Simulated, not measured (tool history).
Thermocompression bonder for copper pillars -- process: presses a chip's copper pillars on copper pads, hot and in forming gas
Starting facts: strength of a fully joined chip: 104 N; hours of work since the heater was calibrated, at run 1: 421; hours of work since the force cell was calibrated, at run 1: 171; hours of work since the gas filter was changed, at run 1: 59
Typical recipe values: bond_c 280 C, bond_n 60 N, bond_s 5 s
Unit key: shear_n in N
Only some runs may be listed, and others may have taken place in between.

run,hour,bond_c,bond_n,bond_s,hours of work since the heater was calibrated,hours of work since the force cell was calibrated,hours of work since the gas filter was changed,shear_n
1,0,280,60,5,421,171,59,63.5
2,67.8,280,60,14,462,211,100,82
3,107.6,280,60,14,486,236,124,82.2
4,155.3,280,60,14,515,264,153,80.6
# hour 181.9: forming gas filter changed
5,232.9,280,60,12,562,311,31,80.8
6,273.8,280,60,12,586,336,56,80.1
7,324.2,280,60,12,617,366,86,80
8,375,280,60,5,648,397,117,61.6
# hour 384: heater calibrated with a thermocouple chip
9,415.3,280,60,5,19,420,140,64.2
# hour 463.8: forming gas filter changed
10,481.8,280,60,5,59,460,11,68.6
11,557.4,289,51,5,104,506,57,68.5
12,637.1,286,69,3,153,554,105,63
13,716.3,310,65,6,200,602,153,84.4
# hour 742.4: forming gas filter changed
# hour 797.6: heater calibrated with a thermocouple chip, once more
14,797.6,308,60,5,0,649,32,78.5
15,864.4,301,60,5,40,690,73,74.9
16,917.6,268,60,5,73,722,105,55.1

For some of the steps in shear_n from one run to the next: how much would appear even if the tool had no hidden state, given the settings, what came in and random variation, and how much remains for the hidden state plus any gauge scatter that the measured result and the result without hidden state don't share?
The tool's hidden condition here consists of: true temperature of the bond over the reading, C; force that reaches the chip, % of what is set; oxide that the forming gas leaves, % of the face; drift of the gauge itself on shear_n, %.
Run 12 -> 13: bond_c 286 -> 310, bond_n 69 -> 65, bond_s 3 -> 6. shear_n +21.4 N: hidden state -3.9, all else +25.3.
